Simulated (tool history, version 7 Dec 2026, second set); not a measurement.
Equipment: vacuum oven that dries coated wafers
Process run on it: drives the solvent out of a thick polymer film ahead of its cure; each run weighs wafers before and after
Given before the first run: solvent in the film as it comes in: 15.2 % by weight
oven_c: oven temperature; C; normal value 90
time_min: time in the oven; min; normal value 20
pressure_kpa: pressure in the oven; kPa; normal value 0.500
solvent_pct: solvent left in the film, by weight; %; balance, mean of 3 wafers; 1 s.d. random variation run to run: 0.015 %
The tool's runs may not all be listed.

| run | hour | oven_c | time_min | pressure_kpa | solvent_pct |
|---|---|---|---|---|---|
| 1 | 0.0 | 90 | 20 | 0.500 | 1.91 |
| 2 | 37.4 | 90 | 20 | 0.500 | 1.88 |
| 3 | 67.1 | 90 | 20 | 0.500 | 1.89 |
| 4 | 102.5 | 90 | 20 | 0.500 | 1.92 |
| 5 | 151.6 | 90 | 20 | 0.500 | 1.94 |
| 6 | 203.7 | 90 | 20 | 0.500 | 1.90 |
| 7 | 252.0 | 90 | 10 | 0.500 | 4.47 |
| 8 | 279.8 | 90 | 17 | 0.500 | 2.41 |
| 9 | 330.4 | 90 | 17 | 0.500 | 2.41 |
| 10 | 379.6 | 90 | 17 | 0.500 | 2.40 |
| 11 | 426.5 | 79 | 14 | 0.712 | 6.20 |
| 12 | 475.3 | 84 | 13 | 0.510 | 4.93 |
| 13 | 521.6 | 91 | 15 | 0.282 | 2.48 |
| 14 | 569.0 | 75 | 14 | 1.347 | 7.83 |
| 15 | 623.2 | 75 | 14 | 1.347 | 7.80 |
| 16 | 657.0 | 75 | 14 | 1.347 | 7.81 |
| 17 | 701.1 | 75 | 14 | 1.347 | 7.79 |

Here are 5 independent what-if runs from the current tool condition. What would each one return?
| A | 734.6 | 104 | 11 | 0.339 | ? |
| B | 734.6 | 91 | 20 | 1.151 | ? |
| C | 734.6 | 75 | 14 | 1.814 | ? |
| D | 734.6 | 85 | 20 | 0.290 | ? |
| E | 734.6 | 82 | 14 | 0.389 | ? |

| run | solvent_pct |
|---|---|
| A | 1.20 |
| B | 2.23 |
| C | 8.19 |
| D | 2.81 |
| E | 5.09 |
Without the tool's unlogged condition, the same runs would have read:
| run | solvent_pct |
|---|---|
| A | 0.95 |
| B | 1.83 |
| C | 7.73 |
| D | 2.36 |
| E | 4.68 |

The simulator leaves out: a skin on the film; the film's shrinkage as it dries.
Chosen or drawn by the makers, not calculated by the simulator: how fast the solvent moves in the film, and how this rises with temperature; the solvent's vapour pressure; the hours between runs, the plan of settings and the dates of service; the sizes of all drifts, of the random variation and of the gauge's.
